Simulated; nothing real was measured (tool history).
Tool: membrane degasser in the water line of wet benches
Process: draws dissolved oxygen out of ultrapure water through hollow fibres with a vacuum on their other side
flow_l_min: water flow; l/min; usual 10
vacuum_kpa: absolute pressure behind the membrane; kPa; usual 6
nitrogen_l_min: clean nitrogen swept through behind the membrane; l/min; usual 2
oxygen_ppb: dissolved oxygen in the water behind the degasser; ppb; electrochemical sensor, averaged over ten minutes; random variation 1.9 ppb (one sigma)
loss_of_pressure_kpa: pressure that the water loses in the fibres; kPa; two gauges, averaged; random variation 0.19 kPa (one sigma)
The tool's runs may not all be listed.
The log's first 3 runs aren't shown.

Run 4, hour 252.9: usual settings. Result: oxygen_ppb 187.4 ppb, loss_of_pressure_kpa 39.61 kPa.
Run 5, hour 366.7: usual settings but flow_l_min 13 l/min. Result: oxygen_ppb 382.1 ppb, loss_of_pressure_kpa 51.9 kPa.
Run 6, hour 425.8: usual settings but flow_l_min 13 l/min, nitrogen_l_min 2.65 l/min. Result: oxygen_ppb 365.9 ppb, loss_of_pressure_kpa 51.85 kPa.
Run 7, hour 503.3: usual settings but vacuum_kpa 5.9 kPa. Result: oxygen_ppb 189.8 ppb, loss_of_pressure_kpa 39.78 kPa.
Run 8, hour 630.5: usual settings but vacuum_kpa 5.9 kPa, nitrogen_l_min 1.05 l/min. Result: oxygen_ppb 223.1 ppb, loss_of_pressure_kpa 39.82 kPa.
Run 9, hour 710.1: usual settings. Result: oxygen_ppb 191.7 ppb, loss_of_pressure_kpa 39.88 kPa.
Run 10, hour 820.8: usual settings. Result: oxygen_ppb 191.2 ppb, loss_of_pressure_kpa 39.95 kPa.
Run 11, hour 882.9: usual settings. Result: oxygen_ppb 192 ppb, loss_of_pressure_kpa 39.92 kPa.
Run 12, hour 978.4: usual settings but nitrogen_l_min 1.99 l/min. Result: oxygen_ppb 193.7 ppb, loss_of_pressure_kpa 39.93 kPa.
Run 13, hour 1096.7: usual settings but nitrogen_l_min 1.99 l/min. Result: oxygen_ppb 194.7 ppb, loss_of_pressure_kpa 39.83 kPa.
Run 14, hour 1228.6: usual settings. Result: oxygen_ppb 191.5 ppb, loss_of_pressure_kpa 40.41 kPa.
Run 15, hour 1356.7: usual settings. Result: oxygen_ppb 193.9 ppb, loss_of_pressure_kpa 40.46 kPa.
Run 16, hour 1436.7: usual settings but vacuum_kpa 3.67 kPa, nitrogen_l_min 1.01 l/min. Result: oxygen_ppb 173.8 ppb, loss_of_pressure_kpa 40.22 kPa.
Run 17, hour 1529.7: usual settings but flow_l_min 6 l/min. Result: oxygen_ppb 41.1 ppb, loss_of_pressure_kpa 24.54 kPa.
Run 18, hour 1639.3: usual settings but flow_l_min 6 l/min. Result: oxygen_ppb 41.3 ppb, loss_of_pressure_kpa 24.21 kPa.
Run 19, hour 1711.3: usual settings but flow_l_min 16 l/min. Result: oxygen_ppb 610.2 ppb, loss_of_pressure_kpa 64.01 kPa.
Run 20, hour 1767.7: usual settings but flow_l_min 8 l/min, nitrogen_l_min 0.92 l/min. Result: oxygen_ppb 129.4 ppb, loss_of_pressure_kpa 32.48 kPa.
Run 21, hour 1887.8: usual settings but flow_l_min 14 l/min, vacuum_kpa 13.48 kPa. Result: oxygen_ppb 559 ppb, loss_of_pressure_kpa 56.49 kPa.
Run 22, hour 1944.6: usual settings but vacuum_kpa 11.91 kPa, nitrogen_l_min 0.93 l/min. Result: oxygen_ppb 362.6 ppb, loss_of_pressure_kpa 40.74 kPa.
Run 23, hour 2019.5: usual settings but vacuum_kpa 11.91 kPa, nitrogen_l_min 0.93 l/min. Result: oxygen_ppb 364.5 ppb, loss_of_pressure_kpa 40.46 kPa.
Run 24, hour 2096.5: usual settings but flow_l_min 8 l/min, vacuum_kpa 5.14 kPa, nitrogen_l_min 5.69 l/min. Result: oxygen_ppb 79 ppb, loss_of_pressure_kpa 32.49 kPa.
Run 25, hour 2164.9: usual settings but flow_l_min 7 l/min, nitrogen_l_min 1.41 l/min. Result: oxygen_ppb 76 ppb, loss_of_pressure_kpa 28.54 kPa.
Run 26, hour 2264.9: usual settings but flow_l_min 9 l/min, vacuum_kpa 8.46 kPa, nitrogen_l_min 4.43 l/min. Result: oxygen_ppb 137 ppb, loss_of_pressure_kpa 36.43 kPa.
Run 27, hour 2390.7: usual settings but flow_l_min 9 l/min, vacuum_kpa 8.46 kPa, nitrogen_l_min 4.43 l/min. Result: oxygen_ppb 136.7 ppb, loss_of_pressure_kpa 36.23 kPa.
Run 28, hour 2465.2: usual settings but flow_l_min 15 l/min, vacuum_kpa 4.9 kPa, nitrogen_l_min 2.36 l/min. Result: oxygen_ppb 504.2 ppb, loss_of_pressure_kpa 60.99 kPa.

Forecast run 29:
Run 29, hour 2588.9: usual settings but flow_l_min 15 l/min, vacuum_kpa 4.9 kPa, nitrogen_l_min 2.36 l/min. Result: oxygen_ppb ?, loss_of_pressure_kpa ?.

Run 29 gave oxygen_ppb 508.3 ppb, loss_of_pressure_kpa 61.46 kPa.
Without the tool's hidden state the same run would have given oxygen_ppb 507.9 ppb, loss_of_pressure_kpa 60.02 kPa.
